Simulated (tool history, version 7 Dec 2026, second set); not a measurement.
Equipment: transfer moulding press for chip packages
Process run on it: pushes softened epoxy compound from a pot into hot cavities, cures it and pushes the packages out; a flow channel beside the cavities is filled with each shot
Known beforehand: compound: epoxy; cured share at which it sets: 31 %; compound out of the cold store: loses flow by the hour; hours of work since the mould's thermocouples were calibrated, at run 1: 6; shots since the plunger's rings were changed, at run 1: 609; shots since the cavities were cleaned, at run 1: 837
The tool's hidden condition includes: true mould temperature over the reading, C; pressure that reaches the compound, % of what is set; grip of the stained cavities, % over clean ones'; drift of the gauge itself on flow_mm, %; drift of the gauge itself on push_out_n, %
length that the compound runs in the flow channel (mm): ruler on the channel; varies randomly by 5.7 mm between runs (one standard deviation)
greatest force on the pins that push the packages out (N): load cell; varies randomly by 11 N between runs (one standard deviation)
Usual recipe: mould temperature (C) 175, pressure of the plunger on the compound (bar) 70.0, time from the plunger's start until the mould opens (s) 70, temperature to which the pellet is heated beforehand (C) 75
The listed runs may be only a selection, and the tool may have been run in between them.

run   hour  mould temperature (C)  pressure of the plunger on the compound (bar)  time from the plunger's start until the mould opens (s)  temperature to which the pellet is heated beforehand (C)  hours of work since the mould's thermocouples were calibrated  shots since the plunger's rings were changed  shots since the cavities were cleaned  incoming compound's hours out of the cold store  length that the compound runs in the flow channel (mm)  greatest force on the pins that push the packages out (N)
  1    0.0                    175                                           70.0                                                       70                                                        75                                                              6                                           609                                    837                                             44.5                                                     589                                                        668
      11.5  -- cavities cleaned with cleaning compound and waxed
  2   33.4                    175                                           70.0                                                       62                                                        75                                                             19                                           960                                    240                                             31.7                                                     624                                                        765
  3   74.4                    175                                           70.0                                                       70                                                        75                                                             36                                          1411                                    691                                             29.6                                                     617                                                        675
      97.2  -- cavities cleaned with cleaning compound and waxed
  4  122.5                    175                                           70.0                                                       70                                                        75                                                             56                                          1924                                    279                                              9.3                                                     641                                                        634
  5  143.2                    175                                           70.0                                                       70                                                        75                                                             64                                          2151                                    506                                             14.8                                                     640                                                        676
     182.3  -- cavities cleaned with cleaning compound and waxed
  6  189.3                    175                                           70.0                                                       70                                                        75                                                             83                                          2641                                     76                                             45.1                                                     570                                                        518
  7  227.5                    175                                           64.9                                                       70                                                        75                                                             99                                          3062                                    497                                             46.1                                                     555                                                        618
  8  257.2                    175                                           64.9                                                       70                                                        75                                                            111                                          3388                                    823                                             26.1                                                     590                                                        682
     268.6  -- cavities cleaned with cleaning compound and waxed
  9  291.2                    175                                           64.9                                                       70                                                        75                                                            125                                          3745                                    248                                             32.5                                                     570                                                        570
 10  333.0                    175                                           82.1                                                       70                                                        75                                                            143                                          4204                                    707                                              9.1                                                     688                                                        691
     355.6  -- cavities cleaned with cleaning compound and waxed
 11  355.6                    175                                           82.1                                                       70                                                        75                                                            151                                          4437                                      0                                             46.9                                                     603                                                        505
     388.8  -- plunger's sealing rings changed
 12  398.1                    175                                           78.9                                                       70                                                        75                                                            168                                           102                                    440                                             17.2                                                     688                                                        625
     443.2  -- cavities cleaned with cleaning compound and waxed
 13  443.4                    175                                           78.9                                                       70                                                        75                                                            186                                           584                                      3                                             22.9                                                     679                                                        538
 14  474.2                    175                                           70.0                                                       70                                                        75                                                            199                                           922                                    341                                             24.9                                                     633                                                        624
 15  499.7                    175                                           70.0                                                       70                                                        75                                                            210                                          1202                                    621                                             38.1                                                     605                                                        644
     529.5  -- cavities cleaned with cleaning compound and waxed
 16  543.9                    182                                           63.1                                                       94                                                        73                                                            228                                          1672                                    159                                             21.5                                                     582                                                        389
 17  574.6                    182                                           63.1                                                       94                                                        73                                                            241                                          2009                                    496                                             14.4                                                     597                                                        432

Run 18 is up next; what results do you expect?
     579.1  -- mould's thermocouples calibrated
     619.0  -- cavities cleaned with cleaning compound and waxed
 18  627.4                    174                                           86.8                                                       85                                                        75                                                             20                                          2552                                     93                                             29.5                                                       ?                                                          ?

{"run 18": {"length that the compound runs in the flow channel (mm)": 671, "greatest force on the pins that push the packages out (N)": 424}}
Minus the tool's unlogged condition, the same run would have read length that the compound runs in the flow channel (mm) 698, greatest force on the pins that push the packages out (N) 402.
